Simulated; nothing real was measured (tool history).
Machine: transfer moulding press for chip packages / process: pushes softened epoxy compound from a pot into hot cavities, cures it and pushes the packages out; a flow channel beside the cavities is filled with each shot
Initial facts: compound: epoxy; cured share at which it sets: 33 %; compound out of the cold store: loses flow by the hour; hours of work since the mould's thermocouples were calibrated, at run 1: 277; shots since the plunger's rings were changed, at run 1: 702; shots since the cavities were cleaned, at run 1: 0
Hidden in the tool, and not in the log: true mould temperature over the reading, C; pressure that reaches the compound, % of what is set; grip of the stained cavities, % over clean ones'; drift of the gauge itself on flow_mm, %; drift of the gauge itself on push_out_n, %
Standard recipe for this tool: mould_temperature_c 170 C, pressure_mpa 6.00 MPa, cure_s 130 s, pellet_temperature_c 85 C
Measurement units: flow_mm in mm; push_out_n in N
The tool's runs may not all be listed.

run,hour,mould_temperature_c,pressure_mpa,cure_s,pellet_temperature_c,hours of work since the mould's thermocouples were calibrated,shots since the plunger's rings were changed,shots since the cavities were cleaned,incoming compound's hours out of the cold store,flow_mm,push_out_n
1,0.0,170,6.00,130,85,277,702,0,39.0,536,188
2,29.9,170,6.00,130,85,293,937,235,8.8,626,247
3,46.8,170,6.55,130,85,302,1070,368,13.5,636,274
# hour 62.5: cavities cleaned with cleaning compound and waxed
4,67.7,176,6.00,130,85,313,1222,41,16.0,584,183
5,85.7,176,6.00,130,85,322,1364,183,41.0,525,217
6,104.6,170,6.00,130,85,332,1512,331,12.0,609,283
# hour 125.8: cavities cleaned with cleaning compound and waxed
7,125.8,170,6.00,130,85,343,1667,0,42.7,532,199
8,143.4,170,6.00,130,85,352,1806,139,40.6,533,220
9,171.8,170,6.00,130,85,368,2029,362,27.1,574,278
# hour 188.0: cavities cleaned with cleaning compound and waxed
10,203.0,170,5.09,130,85,383,2262,118,9.3,568,234
11,229.2,170,5.09,130,85,397,2468,324,38.5,501,258
12,241.7,170,5.09,130,85,404,2566,422,43.4,477,270
# hour 250.0: cavities cleaned with cleaning compound and waxed
13,269.3,170,6.00,130,85,418,2771,152,36.3,544,225
14,281.9,170,6.00,130,85,425,2870,251,43.5,517,241
15,306.0,170,6.51,141,85,438,3060,441,24.8,593,257
# hour 312.4: cavities cleaned with cleaning compound and waxed
16,322.7,170,6.51,141,85,446,3179,81,39.4,552,195
17,350.4,176,6.00,130,82,461,3397,299,36.6,526,228
18,368.3,176,6.57,130,82,470,3538,440,47.1,524,248
# hour 376.1: cavities cleaned with cleaning compound and waxed
19,393.8,170,6.00,128,88,483,3726,140,13.7,600,256
20,419.1,165,5.68,114,76,497,3924,338,11.2,604,509
21,432.7,173,5.83,110,76,504,4032,446,36.5,518,305
# hour 437.7: cavities cleaned with cleaning compound and waxed
22,448.7,173,5.83,110,76,512,4145,86,11.5,591,246
23,466.3,175,5.96,165,82,521,4284,225,40.2,510,217
# hour 481.4: mould's thermocouples calibrated
24,481.6,177,5.96,165,82,0,4388,329,46.5,490,223
# hour 502.3: cavities cleaned with cleaning compound and waxed
25,505.4,177,5.96,165,86,12,4563,24,24.1,539,171
26,532.3,178,6.00,130,80,26,4775,236,38.0,512,205
27,557.1,177,5.83,124,85,40,4969,430,30.4,518,246
# hour 566.0: cavities cleaned with cleaning compound and waxed
28,575.3,166,4.76,123,89,49,5101,74,39.5,474,266

Here are 3 independent what-if runs from the current tool condition. What would each one return?
A,595.0,172,6.26,142,85,59,5256,229,45.3,?,?
B,595.0,166,4.63,123,89,59,5256,229,39.7,?,?
C,595.0,164,5.67,123,81,59,5256,229,40.1,?,?

run,flow_mm,push_out_n
A,512,218
B,464,316
C,525,364
Without the tool's unlogged condition, the same runs would have read:
run,flow_mm,push_out_n
A,534,173
B,485,251
C,548,289
